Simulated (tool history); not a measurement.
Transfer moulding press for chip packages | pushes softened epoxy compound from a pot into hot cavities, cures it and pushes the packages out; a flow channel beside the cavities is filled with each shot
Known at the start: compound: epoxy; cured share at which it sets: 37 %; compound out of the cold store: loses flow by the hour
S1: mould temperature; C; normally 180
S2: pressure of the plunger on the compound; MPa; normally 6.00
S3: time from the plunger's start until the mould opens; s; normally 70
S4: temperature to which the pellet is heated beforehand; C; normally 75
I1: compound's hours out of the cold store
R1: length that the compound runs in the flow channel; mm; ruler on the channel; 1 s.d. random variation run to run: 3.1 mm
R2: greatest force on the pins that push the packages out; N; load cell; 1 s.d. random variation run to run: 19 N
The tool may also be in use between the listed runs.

run   hour   S1    S2  S3  S4    I1   R1    R2
  1    0.0  180  6.00  70  75  43.1  450   930
  2    9.5  180  6.00  70  75  11.2  490  1139
  3   15.5  184  6.00  70  75  36.7  448   838
  4   24.5  180  6.00  70  75  13.9  487  1244
  5   33.7  180  6.00  70  68   8.7  487  1384
  6   42.2  180  6.00  70  68  30.0  464  1405
      44.4  -- cavities cleaned with cleaning compound and waxed
  7   48.4  177  6.00  70  68  38.1  460  1837
  8   58.2  180  6.00  63  75  12.7  483  2103
      68.2  -- cavities cleaned with cleaning compound and waxed, once more
  9   69.3  180  6.00  63  75  35.4  450  1248
 10   77.2  180  6.00  76  75  12.2  477   850
 11   86.9  180  6.00  76  75  23.7  467   939
 12   96.2  180  6.00  76  75  11.2  478  1075
 13  100.2  180  7.44  70  65  39.8  491  1278
 14  107.1  180  6.34  70  65   9.6  494  1465
     113.8  -- cavities cleaned with cleaning compound and waxed
 15  116.2  181  6.34  70  83   9.9  486   894
 16  121.9  181  6.34  70  83  38.1  449   917
 17  130.2  181  6.34  70  83  11.4  485  1089
 18  137.4  181  6.34  70  83  16.7  475  1147
 19  142.9  179  5.71  74  68  23.5  452  1215

3 ways to go on from here, each from the tool as it stands after run 19. What would each give?
     147.3  -- plunger's sealing rings changed
  A  150.0  188  7.00  70  83  28.9   ?   ?
     147.3  -- plunger's sealing rings changed
  B  150.0  188  6.22  74  68  32.4   ?   ?
     147.3  -- plunger's sealing rings changed
  C  150.0  179  5.49  74  68  12.4   ?   ?

run   R1    R2
  A  516   779
  B  485   720
  C  497  1299
Without the tool's hidden state the same runs would have given:
run   R1   R2
  A  518  567
  B  486  520
  C  499  945
